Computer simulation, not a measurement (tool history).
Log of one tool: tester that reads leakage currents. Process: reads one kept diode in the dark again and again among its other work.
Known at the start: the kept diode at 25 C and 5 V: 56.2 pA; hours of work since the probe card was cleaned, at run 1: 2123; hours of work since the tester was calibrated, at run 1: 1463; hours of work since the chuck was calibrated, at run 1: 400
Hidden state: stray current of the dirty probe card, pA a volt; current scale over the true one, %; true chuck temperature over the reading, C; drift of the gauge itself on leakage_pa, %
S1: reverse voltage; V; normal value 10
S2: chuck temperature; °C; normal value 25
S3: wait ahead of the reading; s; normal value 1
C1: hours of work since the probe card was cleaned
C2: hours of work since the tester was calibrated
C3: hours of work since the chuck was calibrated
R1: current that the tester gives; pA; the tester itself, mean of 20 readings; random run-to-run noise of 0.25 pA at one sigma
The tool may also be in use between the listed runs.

{"run": 1, "day": 0.0, "S1": 10, "S2": 25, "S3": 1, "C1": 2123, "C2": 1463, "C3": 400, "R1": 80.21}
{"run": 2, "day": 4.721, "S1": 10, "S2": 25, "S3": 1, "C1": 2188, "C2": 1527, "C3": 465, "R1": 80.2}
{"run": 3, "day": 7.583, "S1": 10, "S2": 25, "S3": 1, "C1": 2227, "C2": 1566, "C3": 504, "R1": 79.87}
{"run": 4, "day": 11.392, "S1": 10, "S2": 25, "S3": 1, "C1": 2279, "C2": 1618, "C3": 556, "R1": 80.14}
{"run": 5, "day": 16.842, "S1": 1.8, "S2": 25, "S3": 1, "C1": 2354, "C2": 1693, "C3": 631, "R1": 35.16}
{"run": 6, "day": 21.0, "S1": 1.8, "S2": 25, "S3": 1, "C1": 2411, "C2": 1750, "C3": 688, "R1": 35.47}
{"day": 23.538, "done": "chuck's temperature calibrated"}
{"run": 7, "day": 25.542, "S1": 10, "S2": 25, "S3": 1, "C1": 2472, "C2": 1811, "C3": 27, "R1": 79.97}
{"run": 8, "day": 29.329, "S1": 10, "S2": 25, "S3": 1, "C1": 2523, "C2": 1863, "C3": 79, "R1": 80.58}
{"run": 9, "day": 32.617, "S1": 10, "S2": 25, "S3": 1, "C1": 2568, "C2": 1908, "C3": 124, "R1": 80.01}
{"run": 10, "day": 36.771, "S1": 10, "S2": 25, "S3": 1, "C1": 2625, "C2": 1965, "C3": 181, "R1": 80.57}
{"run": 11, "day": 39.688, "S1": 10, "S2": 25, "S3": 1, "C1": 2665, "C2": 2005, "C3": 221, "R1": 80.06}
{"run": 12, "day": 44.583, "S1": 10, "S2": 46, "S3": 1, "C1": 2732, "C2": 2072, "C3": 288, "R1": 495.76}
{"run": 13, "day": 47.2, "S1": 10, "S2": 46, "S3": 1, "C1": 2768, "C2": 2107, "C3": 324, "R1": 495.86}
{"run": 14, "day": 51.421, "S1": 10, "S2": 42, "S3": 1, "C1": 2826, "C2": 2165, "C3": 382, "R1": 355.5}
{"run": 15, "day": 54.762, "S1": 10, "S2": 42, "S3": 1, "C1": 2872, "C2": 2211, "C3": 427, "R1": 355.63}
{"day": 55.429, "done": "tester calibrated"}
{"run": 16, "day": 58.296, "S1": 10, "S2": 42, "S3": 1, "C1": 2919, "C2": 39, "C3": 475, "R1": 356.3}
{"run": 17, "day": 60.575, "S1": 10, "S2": 54, "S3": 1, "C1": 2950, "C2": 70, "C3": 506, "R1": 939.98}
{"run": 18, "day": 65.804, "S1": 2.5, "S2": 36, "S3": 4.57, "C1": 3022, "C2": 142, "C3": 577, "R1": 110.79}
{"run": 19, "day": 68.808, "S1": 1, "S2": 25, "S3": 6, "C1": 3063, "C2": 183, "C3": 618, "R1": 26.74}
{"run": 20, "day": 74.0, "S1": 4.2, "S2": 45, "S3": 5.47, "C1": 3134, "C2": 254, "C3": 689, "R1": 304.25}
{"day": 76.633, "done": "chuck's temperature calibrated"}
{"run": 21, "day": 76.633, "S1": 4.2, "S2": 45, "S3": 5.47, "C1": 3169, "C2": 289, "C3": 0, "R1": 302.92}
{"run": 22, "day": 81.342, "S1": 4.2, "S2": 45, "S3": 5.47, "C1": 3233, "C2": 353, "C3": 64, "R1": 303.63}
{"run": 23, "day": 85.429, "S1": 4.2, "S2": 45, "S3": 5.47, "C1": 3289, "C2": 409, "C3": 120, "R1": 303.21}
{"run": 24, "day": 88.954, "S1": 10, "S2": 36, "S3": 1, "C1": 3337, "C2": 458, "C3": 169, "R1": 214.36}
{"run": 25, "day": 93.871, "S1": 5, "S2": 60, "S3": 0.79, "C1": 3404, "C2": 525, "C3": 236, "R1": 1079.52}
{"run": 26, "day": 96.504, "S1": 2.5, "S2": 54, "S3": 0.74, "C1": 3440, "C2": 561, "C3": 272, "R1": 493.52}
{"run": 27, "day": 101.588, "S1": 2.5, "S2": 28, "S3": 0.74, "C1": 3510, "C2": 631, "C3": 341, "R1": 54.82}
{"run": 28, "day": 105.096, "S1": 2.5, "S2": 28, "S3": 0.74, "C1": 3558, "C2": 679, "C3": 390, "R1": 54.87}
{"run": 29, "day": 109.292, "S1": 15.2, "S2": 41, "S3": 1, "C1": 3615, "C2": 736, "C3": 447, "R1": 399.6}
{"run": 30, "day": 113.954, "S1": 4.5, "S2": 47, "S3": 1, "C1": 3679, "C2": 800, "C3": 511, "R1": 370.28}
{"run": 31, "day": 117.254, "S1": 4.5, "S2": 47, "S3": 1, "C1": 3724, "C2": 845, "C3": 556, "R1": 369.73}

What if the next run were any one of these 5? Each begins from the tool's condition after run 31:
{"run": "A", "day": 119.6, "S1": 10, "S2": 58, "S3": 9.84, "C1": 3757, "C2": 877, "C3": 588, "R1": "?"}
{"run": "B", "day": 119.6, "S1": 4.5, "S2": 47, "S3": 4.33, "C1": 3757, "C2": 877, "C3": 588, "R1": "?"}
{"run": "C", "day": 119.6, "S1": 10, "S2": 39, "S3": 2.51, "C1": 3757, "C2": 877, "C3": 588, "R1": "?"}
{"run": "D", "day": 119.6, "S1": 4.5, "S2": 47, "S3": 0.63, "C1": 3757, "C2": 877, "C3": 588, "R1": "?"}
{"run": "E", "day": 119.6, "S1": 4.5, "S2": 47, "S3": 0.58, "C1": 3757, "C2": 877, "C3": 588, "R1": "?"}

run=A R1=1280.59
run=B R1=371.9
run=C R1=275.36
run=D R1=370.38
run=E R1=370.58
Had the tool no hidden state, the same runs would have come out as:
run=A R1=1279.26
run=B R1=371.47
run=C R1=274.99
run=D R1=369.97
run=E R1=370.17
